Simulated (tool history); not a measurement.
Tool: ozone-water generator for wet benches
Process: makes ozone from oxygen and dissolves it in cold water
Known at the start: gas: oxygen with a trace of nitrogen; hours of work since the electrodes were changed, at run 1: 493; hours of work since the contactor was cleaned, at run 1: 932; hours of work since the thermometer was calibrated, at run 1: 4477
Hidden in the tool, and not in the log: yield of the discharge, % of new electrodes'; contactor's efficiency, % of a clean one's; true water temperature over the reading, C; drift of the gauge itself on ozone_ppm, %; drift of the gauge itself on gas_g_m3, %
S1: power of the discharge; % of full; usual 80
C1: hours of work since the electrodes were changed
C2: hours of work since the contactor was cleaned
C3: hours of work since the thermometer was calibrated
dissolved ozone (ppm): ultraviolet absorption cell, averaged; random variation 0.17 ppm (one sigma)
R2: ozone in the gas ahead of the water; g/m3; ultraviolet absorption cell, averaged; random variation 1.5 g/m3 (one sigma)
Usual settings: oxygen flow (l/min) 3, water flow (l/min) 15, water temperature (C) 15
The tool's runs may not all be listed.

Run 1, hour 0: usual settings; C1 493; C2 932; C3 4477. Result: dissolved ozone (ppm) 21.7, R2 277.5 g/m3.
Run 2, hour 131.4: usual settings; C1 606; C2 1044; C3 4589. Result: dissolved ozone (ppm) 21.6, R2 278.2 g/m3.
Run 3, hour 237.9: usual settings but S1 48 % of full; C1 697; C2 1135; C3 4680. Result: dissolved ozone (ppm) 16.3, R2 211 g/m3.
Run 4, hour 330.4: usual settings; C1 775; C2 1214; C3 4759. Result: dissolved ozone (ppm) 21.2, R2 276.5 g/m3.
Run 5, hour 414.3: usual settings; C1 847; C2 1285; C3 4830. Result: dissolved ozone (ppm) 21.5, R2 276.8 g/m3.
At hour 521.8: water thermometer calibrated.
Run 6, hour 521.8: usual settings; C1 938; C2 1377; C3 0. Result: dissolved ozone (ppm) 21.6, R2 278.3 g/m3.
Run 7, hour 620.6: usual settings but water flow (l/min) 14, water temperature (C) 8; C1 1023; C2 1461; C3 84. Result: dissolved ozone (ppm) 25, R2 277.7 g/m3.
Run 8, hour 777.2: usual settings but oxygen flow (l/min) 2.73, water flow (l/min) 14, water temperature (C) 8; C1 1157; C2 1595; C3 218. Result: dissolved ozone (ppm) 24.5, R2 292.7 g/m3.
At hour 790.9: contactor cleaned.
Run 9, hour 936.8: usual settings but S1 68 % of full, water temperature (C) 19; C1 1289; C2 125; C3 351. Result: dissolved ozone (ppm) 18.5, R2 253.6 g/m3.

Run 10 comes next. What will it give?
Run 10, hour 1087.3: usual settings but S1 68 % of full, water temperature (C) 19; C1 1418; C2 253; C3 479. Result: dissolved ozone (ppm) ?, R2 ?.

{"run 10": {"dissolved ozone (ppm)": 18.6, "R2": 254.3}}
Without the tool's hidden state the same run would have given dissolved ozone (ppm) 19.4, R2 260.4 g/m3.
